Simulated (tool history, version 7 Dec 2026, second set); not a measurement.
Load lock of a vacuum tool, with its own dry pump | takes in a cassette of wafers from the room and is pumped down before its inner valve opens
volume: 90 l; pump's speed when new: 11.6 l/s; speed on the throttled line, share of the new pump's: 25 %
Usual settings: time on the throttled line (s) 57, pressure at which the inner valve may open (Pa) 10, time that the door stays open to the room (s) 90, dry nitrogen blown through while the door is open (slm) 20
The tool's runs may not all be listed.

run	hour	time on the throttled line (s)	pressure at which the inner valve may open (Pa)	time that the door stays open to the room (s)	dry nitrogen blown through while the door is open (slm)	incoming humidity of the room's air, %	time from the closed door until the inner valve may open (s)	rise of the pressure with all valves shut (Pa/min)
1	0	57	10	90	20	47.8	123.5	0.048
2	369.6	57	10	90	20	44.1	123.4	0.048
3	626.5	57	10	90	20	44.3	124.1	0.064
4	891.3	57	10	90	20	44.3	125.3	0.071
5	1156.2	57	10	90	20	48.1	125.8	0.077
6	1696.5	57	10	57	20	46.3	126.4	0.097
7	1985.4	46	10	90	20	45	118.2	0.11
8	2432.7	57	10	90	20	48.8	127.6	0.134
9	2841.3	57	10	90	20	42.5	127.9	0.16
10	3322.8	57	10	90	20	44.4	128.4	0.194
11	3781.5	57	10	90	20	48.7	128.8	0.225
12	4372.1	57	10	90	20	46	130	0.264
13	4956.3	57	10	90	23	44.6	131	0.299
# hour 5227.2: dry pump taken out, an overhauled one fitted
14	5528.4	57	17	200	12	44.9	110.3	0.37
15	5914.4	66	17	108	10	46.5	117.8	0.402
16	6212.5	66	17	108	10	44.4	116.3	0.429
17	6815.2	57	18	90	20	46.5	111.8	0.477
18	7172.9	57	10	185	20	48.1	116.7	0.512
19	7431.1	57	19	185	8	45.4	111.5	0.558
# hour 7517.6: door's seal changed, seat wiped
20	8026	59	19	185	9	43.9	113.6	0.059
21	8592	59	19	185	9	42.6	113.6	0.073
22	9042.2	89	19	185	9	43.9	137.9	0.086
23	9382	41	10	201	20	45.5	107.3	0.091
24	9736.6	39	11	139	30	46.1	105.5	0.096
25	10070.4	87	16	90	20	43.5	136.6	0.115
26	10434.8	87	14	90	7	45.9	138.4	0.144

5 ways to go on from here, each from the tool as it stands after run 26. What would each give?
A	10887.6	87	14	90	7	47.1	?	?
B	10887.6	57	10	90	8	43.4	?	?
C	10887.6	34	14	40	7	45.2	?	?
D	10887.6	111	10	90	20	43.4	?	?
E	10887.6	57	9	90	9	46.8	?	?

run	time from the closed door until the inner valve may open (s)	rise of the pressure with all valves shut (Pa/min)
A	138.7	0.163
B	119.8	0.161
C	102.8	0.149
D	160.2	0.15
E	122	0.162
Without the tool's hidden state the same runs would have given:
run	time from the closed door until the inner valve may open (s)	rise of the pressure with all valves shut (Pa/min)
A	133.8	0.036
B	113.8	0.033
C	96.6	0.024
D	155.7	0.023
E	116	0.038
